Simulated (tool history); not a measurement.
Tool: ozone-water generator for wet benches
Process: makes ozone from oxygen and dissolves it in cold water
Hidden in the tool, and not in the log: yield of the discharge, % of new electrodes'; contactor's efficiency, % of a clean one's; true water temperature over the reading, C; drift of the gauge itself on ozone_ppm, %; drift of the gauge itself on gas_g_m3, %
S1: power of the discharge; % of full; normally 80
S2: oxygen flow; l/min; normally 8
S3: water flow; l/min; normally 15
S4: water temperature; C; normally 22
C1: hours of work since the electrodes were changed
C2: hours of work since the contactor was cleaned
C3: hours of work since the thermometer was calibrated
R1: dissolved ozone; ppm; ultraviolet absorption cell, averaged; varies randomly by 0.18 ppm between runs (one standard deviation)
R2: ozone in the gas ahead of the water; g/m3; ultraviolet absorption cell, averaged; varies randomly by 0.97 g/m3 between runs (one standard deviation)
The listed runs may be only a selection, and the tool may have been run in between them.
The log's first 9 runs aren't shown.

-- day=42.538 water thermometer calibrated
run 10 day=48.475 | S1=80 S2=8 S3=15 S4=22 | C1=5293 C2=4404 C3=113 | R1=21 R2=141
run 11 day=54.292 | S1=80 S2=8 S3=15 S4=22 | C1=5403 C2=4514 C3=223 | R1=20.7 R2=141.6
run 12 day=60.308 | S1=80 S2=8 S3=15 S4=22 | C1=5517 C2=4628 C3=338 | R1=20.5 R2=141.5
run 13 day=66.488 | S1=80 S2=8 S3=9 S4=22 | C1=5635 C2=4746 C3=455 | R1=26.3 R2=139.8
run 14 day=71.283 | S1=80 S2=8 S3=14 S4=22 | C1=5726 C2=4837 C3=546 | R1=21.2 R2=140.9
run 15 day=79.171 | S1=80 S2=9.75 S3=15 S4=22 | C1=5876 C2=4987 C3=696 | R1=19.2 R2=124.3
run 16 day=84.083 | S1=80 S2=8 S3=15 S4=20 | C1=5969 C2=5080 C3=789 | R1=21.2 R2=139.3
-- day=87.146 water thermometer calibrated, once more
run 17 day=91.208 | S1=50 S2=14.26 S3=17 S4=22 | C1=6104 C2=5215 C3=77 | R1=12.1 R2=75.8
run 18 day=95.188 | S1=86 S2=4.15 S3=24 S4=20 | C1=6180 C2=5291 C3=153 | R1=16.8 R2=213.2
run 19 day=101.508 | S1=55 S2=6.84 S3=24 S4=20 | C1=6300 C2=5411 C3=273 | R1=12.8 R2=123.1
run 20 day=105.758 | S1=49 S2=11.87 S3=15 S4=22 | C1=6380 C2=5491 C3=354 | R1=13.7 R2=82.7
run 21 day=110.692 | S1=49 S2=11.87 S3=15 S4=22 | C1=6474 C2=5585 C3=447 | R1=13.5 R2=81.6
run 22 day=114.517 | S1=80 S2=8 S3=22 S4=22 | C1=6547 C2=5658 C3=520 | R1=15.5 R2=137.5
run 23 day=117.954 | S1=80 S2=8 S3=15 S4=20 | C1=6612 C2=5723 C3=585 | R1=20.8 R2=137.4
run 24 day=122.329 | S1=91 S2=8 S3=19 S4=20 | C1=6695 C2=5806 C3=668 | R1=19.4 R2=145.8
run 25 day=128.842 | S1=47 S2=12.92 S3=12 S4=18 | C1=6819 C2=5930 C3=792 | R1=15.3 R2=75.5
run 26 day=136.992 | S1=89 S2=11.39 S3=11 S4=29 | C1=6974 C2=6085 C3=947 | R1=17.8 R2=116.7
run 27 day=143.721 | S1=89 S2=11.39 S3=11 S4=29 | C1=7101 C2=6212 C3=1075 | R1=18 R2=114.4
run 28 day=150.217 | S1=80 S2=12.77 S3=15 S4=15 | C1=7225 C2=6336 C3=1198 | R1=19.8 R2=101.6
run 29 day=157.825 | S1=46 S2=8 S3=15 S4=22 | C1=7369 C2=6480 C3=1343 | R1=14.1 R2=99.7
run 30 day=164.954 | S1=80 S2=9.82 S3=15 S4=22 | C1=7505 C2=6616 C3=1478 | R1=18.2 R2=117.5
-- day=167.45 contactor cleaned
run 31 day=168.746 | S1=69 S2=9.82 S3=15 S4=22 | C1=7574 C2=25 C3=1547 | R1=17.3 R2=107.1
run 32 day=172.538 | S1=53 S2=9.82 S3=15 S4=22 | C1=7646 C2=97 C3=1619 | R1=15 R2=94

Forecast each of these 4 alternatives for the next run:
run A day=177.371 | S1=53 S2=9.82 S3=15 S4=30 | C1=7737 C2=188 C3=1711 | R1=? R2=?
run B day=177.371 | S1=53 S2=9.82 S3=19 S4=22 | C1=7737 C2=188 C3=1711 | R1=? R2=?
run C day=177.371 | S1=80 S2=9.55 S3=10 S4=16 | C1=7737 C2=188 C3=1711 | R1=? R2=?
run D day=177.371 | S1=51 S2=5.12 S3=10 S4=22 | C1=7737 C2=188 C3=1711 | R1=? R2=?

run=A R1=12.2 R2=94.5
run=B R1=13.3 R2=91.2
run=C R1=26 R2=119.2
run=D R1=21.5 R2=135.5
Take away the tool's hidden state, keep each run's random variation, and the runs would have read:
run=A R1=14.8 R2=113.2
run=B R1=16 R2=109.6
run=C R1=33 R2=150.8
run=D R1=25.8 R2=161.8
